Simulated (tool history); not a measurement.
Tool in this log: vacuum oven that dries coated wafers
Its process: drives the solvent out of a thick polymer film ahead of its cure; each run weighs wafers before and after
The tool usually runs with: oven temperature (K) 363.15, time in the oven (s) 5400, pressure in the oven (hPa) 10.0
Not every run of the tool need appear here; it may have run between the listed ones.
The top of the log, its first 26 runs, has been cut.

Run 27, hour 285.5: usual settings but pressure in the oven (hPa) 13.0. Result: solvent left in the film (%) 1.11.
Run 28, hour 300.1: usual settings but oven temperature (K) 376.15, time in the oven (s) 5580. Result: solvent left in the film (%) 0.35.
Run 29, hour 313.9: usual settings but oven temperature (K) 376.15, time in the oven (s) 5580. Result: solvent left in the film (%) 0.24.
Run 30, hour 323.2: usual settings but time in the oven (s) 5340, pressure in the oven (hPa) 11.9. Result: solvent left in the film (%) 1.04.
Run 31, hour 337.1: usual settings but oven temperature (K) 350.15, time in the oven (s) 4740, pressure in the oven (hPa) 9.6. Result: solvent left in the film (%) 4.57.
Run 32, hour 348.1: usual settings but oven temperature (K) 370.15, time in the oven (s) 4740, pressure in the oven (hPa) 6.8. Result: solvent left in the film (%) 0.35.
Run 33, hour 360.4: usual settings but oven temperature (K) 370.15, time in the oven (s) 4740, pressure in the oven (hPa) 6.8. Result: solvent left in the film (%) 0.50.
Run 34, hour 374.4: usual settings but oven temperature (K) 370.15, time in the oven (s) 4740, pressure in the oven (hPa) 6.8. Result: solvent left in the film (%) 0.41.
Run 35, hour 382.3: usual settings but oven temperature (K) 371.15, time in the oven (s) 3360, pressure in the oven (hPa) 13.0. Result: solvent left in the film (%) 0.87.
Run 36, hour 390.1: usual settings but oven temperature (K) 370.15. Result: solvent left in the film (%) 0.42.
Run 37, hour 404.7: usual settings but oven temperature (K) 348.15. Result: solvent left in the film (%) 4.69.
Run 38, hour 418.7: usual settings but oven temperature (K) 351.15, pressure in the oven (hPa) 15.6. Result: solvent left in the film (%) 4.10.
Run 39, hour 425.4: usual settings but oven temperature (K) 348.15, time in the oven (s) 4260, pressure in the oven (hPa) 15.2. Result: solvent left in the film (%) 6.30.
Run 40, hour 433.6: usual settings but oven temperature (K) 353.15, time in the oven (s) 4740, pressure in the oven (hPa) 13.4. Result: solvent left in the film (%) 3.76.
Run 41, hour 447.4: usual settings but oven temperature (K) 375.15, time in the oven (s) 5220, pressure in the oven (hPa) 22.7. Result: solvent left in the film (%) 0.77.
Run 42, hour 461.5: usual settings but pressure in the oven (hPa) 37.2. Result: solvent left in the film (%) 2.13.
Run 43, hour 474.8: usual settings but time in the oven (s) 2760, pressure in the oven (hPa) 37.2. Result: solvent left in the film (%) 4.04.
Run 44, hour 481.7: usual settings but time in the oven (s) 2760, pressure in the oven (hPa) 37.2. Result: solvent left in the film (%) 4.03.
Run 45, hour 491.1: usual settings but oven temperature (K) 352.15, time in the oven (s) 2880, pressure in the oven (hPa) 9.1. Result: solvent left in the film (%) 6.51.
Run 46, hour 504.2: usual settings but oven temperature (K) 359.15, time in the oven (s) 9540, pressure in the oven (hPa) 36.4. Result: solvent left in the film (%) 2.19.

What if the next run were any one of these 3? Each begins from the tool's condition after run 46:
Run A, hour 512.9: usual settings but oven temperature (K) 364.15, time in the oven (s) 8400, pressure in the oven (hPa) 30.2. Result: solvent left in the film (%) ?.
Run B, hour 512.9: usual settings but oven temperature (K) 374.15, time in the oven (s) 5040, pressure in the oven (hPa) 7.4. Result: solvent left in the film (%) ?.
Run C, hour 512.9: usual settings but oven temperature (K) 359.15, pressure in the oven (hPa) 30.7. Result: solvent left in the film (%) ?.

run  solvent left in the film (%)
  A                          1.49
  B                          0.27
  C                          2.54
Take away the tool's hidden state, keep each run's random variation, and the runs would have read:
run  solvent left in the film (%)
  A                          1.47
  B                          0.22
  C                          2.70

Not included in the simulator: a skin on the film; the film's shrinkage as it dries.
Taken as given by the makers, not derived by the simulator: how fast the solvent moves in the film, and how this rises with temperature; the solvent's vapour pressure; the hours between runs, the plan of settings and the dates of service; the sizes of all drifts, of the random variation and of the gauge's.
